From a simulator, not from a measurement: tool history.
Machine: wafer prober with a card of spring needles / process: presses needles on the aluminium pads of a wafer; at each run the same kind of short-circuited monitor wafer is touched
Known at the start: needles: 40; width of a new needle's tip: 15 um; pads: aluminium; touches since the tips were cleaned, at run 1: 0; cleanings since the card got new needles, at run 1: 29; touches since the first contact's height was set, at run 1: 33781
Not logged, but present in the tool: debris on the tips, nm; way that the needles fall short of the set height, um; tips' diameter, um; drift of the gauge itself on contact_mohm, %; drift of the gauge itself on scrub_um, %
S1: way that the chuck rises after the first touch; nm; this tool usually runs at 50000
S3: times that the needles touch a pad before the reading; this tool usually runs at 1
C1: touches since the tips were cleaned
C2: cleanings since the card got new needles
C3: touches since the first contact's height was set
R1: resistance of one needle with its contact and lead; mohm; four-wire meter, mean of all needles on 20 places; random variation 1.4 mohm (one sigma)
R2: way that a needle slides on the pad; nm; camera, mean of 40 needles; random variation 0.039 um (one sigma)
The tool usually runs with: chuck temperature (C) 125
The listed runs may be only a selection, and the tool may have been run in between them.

{"run": 1, "hour": 0.0, "S1": 50000, "chuck temperature (C)": 125, "S3": 1, "C1": 0, "C2": 29, "C3": 33781, "R1": 148, "R2": 12550}
{"hour": 21.6, "done": "tips cleaned on abrasive film"}
{"hour": 43.3, "done": "tips cleaned on abrasive film"}
{"hour": 64.6, "done": "tips cleaned on abrasive film"}
{"run": 2, "hour": 65.3, "S1": 50000, "chuck temperature (C)": 125, "S3": 1, "C1": 301, "C2": 32, "C3": 61622, "R1": 148, "R2": 12440}
{"hour": 86.6, "done": "tips cleaned on abrasive film"}
{"hour": 109.2, "done": "tips cleaned on abrasive film"}
{"hour": 128.2, "done": "tips cleaned on abrasive film"}
{"run": 3, "hour": 128.2, "S1": 50000, "chuck temperature (C)": 125, "S3": 1, "C1": 0, "C2": 35, "C3": 88480, "R1": 141, "R2": 12370}
{"hour": 150.1, "done": "tips cleaned on abrasive film"}
{"run": 4, "hour": 166.3, "S1": 50000, "chuck temperature (C)": 125, "S3": 1, "C1": 6925, "C2": 36, "C3": 104729, "R1": 300, "R2": 12410}
{"hour": 171.1, "done": "tips cleaned on abrasive film"}
{"hour": 192.1, "done": "tips cleaned on abrasive film"}
{"run": 5, "hour": 209.3, "S1": 50000, "chuck temperature (C)": 125, "S3": 1, "C1": 7383, "C2": 38, "C3": 123089, "R1": 312, "R2": 12260}
{"hour": 214.1, "done": "tips cleaned on abrasive film"}
{"hour": 237.1, "done": "tips cleaned on abrasive film"}
{"hour": 258.9, "done": "tips cleaned on abrasive film"}
{"run": 6, "hour": 263.7, "S1": 50000, "chuck temperature (C)": 125, "S3": 2, "C1": 2082, "C2": 41, "C3": 146285, "R1": 185, "R2": 12250}
{"hour": 277.9, "done": "tips cleaned on abrasive film"}
{"hour": 299.6, "done": "tips cleaned on abrasive film"}
{"run": 7, "hour": 317.4, "S1": 50000, "chuck temperature (C)": 125, "S3": 2, "C1": 7624, "C2": 43, "C3": 169215, "R1": 244, "R2": 12160}
{"hour": 322.2, "done": "tips cleaned on abrasive film"}
{"hour": 342.4, "done": "tips cleaned on abrasive film"}
{"run": 8, "hour": 348.3, "S1": 50000, "chuck temperature (C)": 125, "S3": 2, "C1": 2495, "C2": 45, "C3": 182348, "R1": 188, "R2": 12070}
{"hour": 362.0, "done": "tips cleaned on abrasive film"}
{"hour": 382.1, "done": "tips cleaned on abrasive film"}
{"run": 9, "hour": 382.1, "S1": 50000, "chuck temperature (C)": 125, "S3": 2, "C1": 0, "C2": 47, "C3": 196762, "R1": 144, "R2": 12060}
{"hour": 405.7, "done": "tips cleaned on abrasive film"}
{"run": 10, "hour": 424.1, "S1": 50000, "chuck temperature (C)": 50, "S3": 1, "C1": 7899, "C2": 48, "C3": 214732, "R1": 334, "R2": 12010}
{"hour": 427.6, "done": "tips cleaned on abrasive film"}
{"hour": 447.9, "done": "tips cleaned on abrasive film"}
{"run": 11, "hour": 461.8, "S1": 50000, "chuck temperature (C)": 125, "S3": 2, "C1": 5945, "C2": 50, "C3": 230778, "R1": 238, "R2": 12100}
{"hour": 471.3, "done": "tips cleaned on abrasive film"}
{"hour": 493.7, "done": "tips cleaned on abrasive film"}
{"hour": 498.7, "done": "height of the first contact set anew"}
{"hour": 516.1, "done": "tips cleaned on abrasive film"}
{"hour": 536.8, "done": "tips cleaned on abrasive film"}
{"run": 12, "hour": 536.8, "S1": 50000, "chuck temperature (C)": 125, "S3": 2, "C1": 0, "C2": 54, "C3": 16232, "R1": 139, "R2": 12530}
{"hour": 560.5, "done": "tips cleaned on abrasive film"}
{"hour": 582.6, "done": "tips cleaned on abrasive film"}
{"run": 13, "hour": 599.8, "S1": 50000, "chuck temperature (C)": 125, "S3": 2, "C1": 7390, "C2": 56, "C3": 43157, "R1": 239, "R2": 12530}
{"hour": 604.4, "done": "tips cleaned on abrasive film"}
{"hour": 624.6, "done": "tips cleaned on abrasive film"}
{"hour": 646.3, "done": "tips cleaned on abrasive film"}
{"run": 14, "hour": 655.0, "S1": 50000, "chuck temperature (C)": 125, "S3": 1, "C1": 3739, "C2": 59, "C3": 66670, "R1": 251, "R2": 12460}
{"hour": 669.3, "done": "tips cleaned on abrasive film"}
{"hour": 691.3, "done": "tips cleaned on abrasive film"}
{"hour": 712.9, "done": "tips cleaned on abrasive film"}
{"run": 15, "hour": 713.9, "S1": 45000, "chuck temperature (C)": 31, "S3": 2, "C1": 426, "C2": 62, "C3": 91797, "R1": 146, "R2": 11130}
{"hour": 732.5, "done": "tips cleaned on abrasive film"}
{"hour": 754.1, "done": "tips cleaned on abrasive film"}
{"run": 16, "hour": 757.2, "S1": 45000, "chuck temperature (C)": 31, "S3": 2, "C1": 1338, "C2": 64, "C3": 110256, "R1": 174, "R2": 11000}
{"hour": 776.1, "done": "tips cleaned on abrasive film"}
{"hour": 795.4, "done": "tips cleaned on abrasive film"}
{"run": 17, "hour": 810.9, "S1": 45000, "chuck temperature (C)": 31, "S3": 2, "C1": 6645, "C2": 66, "C3": 133196, "R1": 286, "R2": 11020}
{"hour": 815.6, "done": "tips cleaned on abrasive film"}
{"hour": 837.9, "done": "tips cleaned on abrasive film"}
{"hour": 861.0, "done": "tips cleaned on abrasive film"}
{"run": 18, "hour": 876.9, "S1": 45000, "chuck temperature (C)": 31, "S3": 2, "C1": 6843, "C2": 69, "C3": 161346, "R1": 289, "R2": 10900}
{"hour": 881.8, "done": "tips cleaned on abrasive film"}
{"hour": 903.4, "done": "tips cleaned on abrasive film"}
{"hour": 922.6, "done": "tips cleaned on abrasive film"}
{"run": 19, "hour": 922.6, "S1": 45000, "chuck temperature (C)": 94, "S3": 1, "C1": 0, "C2": 72, "C3": 180775, "R1": 166, "R2": 10880}
{"hour": 944.3, "done": "tips cleaned on abrasive film"}
{"hour": 963.5, "done": "tips cleaned on abrasive film"}
{"run": 20, "hour": 963.5, "S1": 45000, "chuck temperature (C)": 94, "S3": 1, "C1": 0, "C2": 74, "C3": 198228, "R1": 152, "R2": 10840}
{"hour": 984.0, "done": "tips cleaned on abrasive film"}
{"hour": 1006.7, "done": "tips cleaned on abrasive film"}
{"run": 21, "hour": 1022.4, "S1": 45000, "chuck temperature (C)": 94, "S3": 1, "C1": 6738, "C2": 76, "C3": 223399, "R1": 387, "R2": 10800}
{"hour": 1027.2, "done": "tips cleaned on abrasive film"}
{"hour": 1051.0, "done": "tips cleaned on abrasive film"}
{"hour": 1070.0, "done": "tips cleaned on abrasive film"}
{"hour": 1078.8, "done": "height of the first contact set anew"}
{"hour": 1092.4, "done": "tips cleaned on abrasive film"}
{"run": 22, "hour": 1093.8, "S1": 45000, "chuck temperature (C)": 94, "S3": 1, "C1": 633, "C2": 80, "C3": 6415, "R1": 189, "R2": 11270}
{"hour": 1115.5, "done": "tips cleaned on abrasive film"}
{"hour": 1137.9, "done": "tips cleaned on abrasive film"}
{"hour": 1159.3, "done": "tips cleaned on abrasive film"}
{"run": 23, "hour": 1168.6, "S1": 69000, "chuck temperature (C)": 125, "S3": 1, "C1": 4000, "C2": 83, "C3": 38319, "R1": 214, "R2": 17290}
{"hour": 1178.9, "done": "tips cleaned on abrasive film"}
{"hour": 1202.4, "done": "tips cleaned on abrasive film"}
{"run": 24, "hour": 1207.5, "S1": 69000, "chuck temperature (C)": 125, "S3": 1, "C1": 2169, "C2": 85, "C3": 54909, "R1": 182, "R2": 17290}
{"hour": 1225.5, "done": "tips cleaned on abrasive film"}
{"hour": 1246.3, "done": "tips cleaned on abrasive film"}
{"hour": 1266.8, "done": "tips cleaned on abrasive film"}
{"run": 25, "hour": 1278.8, "S1": 46000, "chuck temperature (C)": 62, "S3": 1, "C1": 5139, "C2": 88, "C3": 85346, "R1": 373, "R2": 11410}
{"hour": 1288.4, "done": "tips cleaned on abrasive film"}
{"hour": 1311.5, "done": "tips cleaned on abrasive film"}
{"run": 26, "hour": 1323.9, "S1": 41000, "chuck temperature (C)": 93, "S3": 3, "C1": 5328, "C2": 90, "C3": 104586, "R1": 234, "R2": 10050}
{"hour": 1333.5, "done": "tips cleaned on abrasive film"}
{"hour": 1356.9, "done": "tips cleaned on abrasive film"}
{"run": 27, "hour": 1370.1, "S1": 62000, "chuck temperature (C)": 93, "S3": 2, "C1": 5653, "C2": 92, "C3": 124281, "R1": 206, "R2": 15310}
{"hour": 1378.5, "done": "tips cleaned on abrasive film"}
{"hour": 1400.6, "done": "tips cleaned on abrasive film"}
{"hour": 1422.8, "done": "tips cleaned on abrasive film"}
{"run": 28, "hour": 1424.1, "S1": 36000, "chuck temperature (C)": 93, "S3": 2, "C1": 548, "C2": 95, "C3": 147317, "R1": 190, "R2": 8740}

Pick out some run-to-run changes in R1. Of each, how much would a tool without hidden state show as well, from the settings, what came in and chance, and how much is left for the hidden state and any gauge scatter not in both results compared?
Run 9 -> 10: chuck temperature (C) 125 -> 50, S3 2 -> 1, tips cleaned on abrasive film. R1 +190 mohm: hidden state +205, all else -15.
Run 20 -> 21: tips cleaned on abrasive film, tips cleaned on abrasive film. R1 +235 mohm: hidden state +235, all else +0.
Run 21 -> 22: tips cleaned on abrasive film, tips cleaned on abrasive film, tips cleaned on abrasive film, height of the first contact set anew, tips cleaned on abrasive film. R1 -198 mohm: hidden state -199, all else +1.

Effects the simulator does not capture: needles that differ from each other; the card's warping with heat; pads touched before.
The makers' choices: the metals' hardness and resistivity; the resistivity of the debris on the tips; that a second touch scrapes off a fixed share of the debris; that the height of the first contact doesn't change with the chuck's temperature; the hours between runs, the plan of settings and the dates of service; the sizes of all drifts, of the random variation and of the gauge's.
